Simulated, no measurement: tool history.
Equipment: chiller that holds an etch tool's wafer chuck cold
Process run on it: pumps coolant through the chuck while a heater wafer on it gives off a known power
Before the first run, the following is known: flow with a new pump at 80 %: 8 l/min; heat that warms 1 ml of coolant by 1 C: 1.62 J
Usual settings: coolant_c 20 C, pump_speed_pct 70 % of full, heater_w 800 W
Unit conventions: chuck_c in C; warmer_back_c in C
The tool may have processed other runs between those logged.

run   hour  coolant_c  pump_speed_pct  heater_w  chuck_c  warmer_back_c
  1    0.0         20              70       800     28.1           4.28
  2   25.6         11              70       800     18.9           4.27
  3   46.2         11              70       800     19.1           4.27
  4   66.1         11              70       800     18.9           4.31
  5   83.0         11              70       800     18.9           4.27
  6  105.5         26              70       800     34.2           4.20
  7  139.9         26              70       800     34.0           4.21
  8  157.7         20              68       800     28.0           4.36
  9  183.9         20              68       800     28.0           4.40
 10  201.3         20              68       800     28.3           4.33
 11  224.4         20              68       800     28.1           4.38
 12  257.9         20              68       800     28.2           4.42
 13  277.6         20              68       800     28.2           4.31
 14  311.1         20              68       800     28.3           4.37
 15  339.4         20              68       800     28.3           4.36
 16  363.1         20              70       800     27.9           4.11
 17  390.7         14              65       800     22.6           4.50
     400.3  -- chiller's thermometer calibrated
 18  431.0         14              65       800     22.5           4.55
 19  469.4         14              61      1097     26.6           6.64
 20  499.6         18              78      1097     28.0           5.04
 21  528.4         18              76       482     22.3           2.17
 22  569.9         21              70       531     26.3           2.66
 23  597.1         21              61       531     27.0           3.07
 24  628.9         21              61       531     27.3           3.07
 25  648.0         21              61       531     27.0           3.05
 26  670.5         21              61       531     27.2           2.99
 27  696.8         20              98       544     23.8           1.74
 28  737.3         20              98       544     24.0           1.79
 29  772.9         18             100       547     21.9           1.75
     803.6  -- gauge calibrated
 30  811.7         18             100       547     21.8           1.99
 31  835.0         18             100       547     21.7           1.99

Below are 3 alternative next runs, each starting from the tool's condition after run 31. Predict each:
  A  859.7         20              61       402        ?              ?
  B  859.7         19              70       800        ?              ?
  C  859.7         18              67       547        ?              ?

run  chuck_c  warmer_back_c
  A     24.6           2.46
  B     27.0           4.25
  C     23.9           3.06
With no hidden state in the tool, these same runs would have given:
run  chuck_c  warmer_back_c
  A     24.6           2.48
  B     27.0           4.27
  C     23.9           3.08
